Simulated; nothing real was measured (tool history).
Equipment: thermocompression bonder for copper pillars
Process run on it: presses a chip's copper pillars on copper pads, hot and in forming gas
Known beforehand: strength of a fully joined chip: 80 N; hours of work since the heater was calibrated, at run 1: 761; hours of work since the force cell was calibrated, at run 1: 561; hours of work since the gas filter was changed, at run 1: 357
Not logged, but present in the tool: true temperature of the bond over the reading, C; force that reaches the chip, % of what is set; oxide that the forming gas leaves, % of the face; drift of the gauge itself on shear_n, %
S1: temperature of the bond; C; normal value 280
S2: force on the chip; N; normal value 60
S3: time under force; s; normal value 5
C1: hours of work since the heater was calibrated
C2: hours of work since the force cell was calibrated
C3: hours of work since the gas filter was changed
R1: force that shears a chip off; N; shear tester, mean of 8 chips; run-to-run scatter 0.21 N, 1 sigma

run 1 hour=0 | S1=280 S2=60 S3=5 | C1=761 C2=561 C3=357 | R1=30.8
run 2 hour=27.8 | S1=280 S2=60 S3=5 | C1=777 C2=577 C3=373 | R1=30.6
run 3 hour=57.7 | S1=280 S2=48 S3=5 | C1=795 C2=594 C3=391 | R1=24
-- hour=82.4 forming gas filter changed
run 4 hour=85.8 | S1=280 S2=38 S3=5 | C1=811 C2=611 C3=2 | R1=20.7
run 5 hour=112.8 | S1=280 S2=38 S3=5 | C1=827 C2=626 C3=18 | R1=20.2
run 6 hour=132.8 | S1=280 S2=38 S3=7 | C1=838 C2=638 C3=30 | R1=23
run 7 hour=154.6 | S1=280 S2=38 S3=7 | C1=851 C2=651 C3=42 | R1=24
run 8 hour=177.2 | S1=280 S2=38 S3=7 | C1=864 C2=664 C3=55 | R1=23.4
-- hour=187.5 heater calibrated with a thermocouple chip
run 9 hour=212.8 | S1=276 S2=60 S3=5 | C1=15 C2=684 C3=75 | R1=33.1
run 10 hour=238.3 | S1=280 S2=60 S3=5 | C1=30 C2=699 C3=90 | R1=34.4
run 11 hour=269.7 | S1=280 S2=60 S3=5 | C1=48 C2=717 C3=108 | R1=34.4
run 12 hour=289.9 | S1=280 S2=60 S3=5 | C1=60 C2=729 C3=120 | R1=34.5
-- hour=296.5 heater calibrated with a thermocouple chip, once more
run 13 hour=308.1 | S1=280 S2=60 S3=5 | C1=7 C2=738 C3=130 | R1=30.4
run 14 hour=323.3 | S1=303 S2=39 S3=13 | C1=16 C2=747 C3=139 | R1=36.8
run 15 hour=354.7 | S1=280 S2=60 S3=10 | C1=34 C2=766 C3=157 | R1=38.9
run 16 hour=388.9 | S1=280 S2=60 S3=10 | C1=54 C2=786 C3=177 | R1=38.5
run 17 hour=403.7 | S1=280 S2=64 S3=10 | C1=63 C2=794 C3=186 | R1=41.3
run 18 hour=425 | S1=291 S2=66 S3=3 | C1=75 C2=807 C3=198 | R1=31.4
run 19 hour=457.1 | S1=280 S2=78 S3=3 | C1=94 C2=826 C3=217 | R1=32.2
run 20 hour=490.1 | S1=276 S2=60 S3=14 | C1=113 C2=845 C3=236 | R1=41.4
run 21 hour=509.7 | S1=284 S2=40 S3=10 | C1=125 C2=856 C3=248 | R1=26.3
run 22 hour=546.1 | S1=284 S2=85 S3=10 | C1=146 C2=878 C3=269 | R1=52.6
run 23 hour=576.3 | S1=284 S2=85 S3=10 | C1=164 C2=895 C3=287 | R1=53

Consider 4 possible next runs. They are alternatives, not a sequence: every one starts from the tool as it was left by run 23. What does each give?
run A hour=596.7 | S1=284 S2=53 S3=10 | C1=176 C2=907 C3=299 | R1=?
run B hour=596.7 | S1=262 S2=66 S3=5 | C1=176 C2=907 C3=299 | R1=?
run C hour=596.7 | S1=280 S2=60 S3=3 | C1=176 C2=907 C3=299 | R1=?
run D hour=596.7 | S1=280 S2=60 S3=6 | C1=176 C2=907 C3=299 | R1=?

run=A R1=35.7
run=B R1=25.7
run=C R1=24.6
run=D R1=31.9
What these runs would have given with no unlogged condition in the tool:
run=A R1=36.1
run=B R1=25.8
run=C R1=24.6
run=D R1=32.1
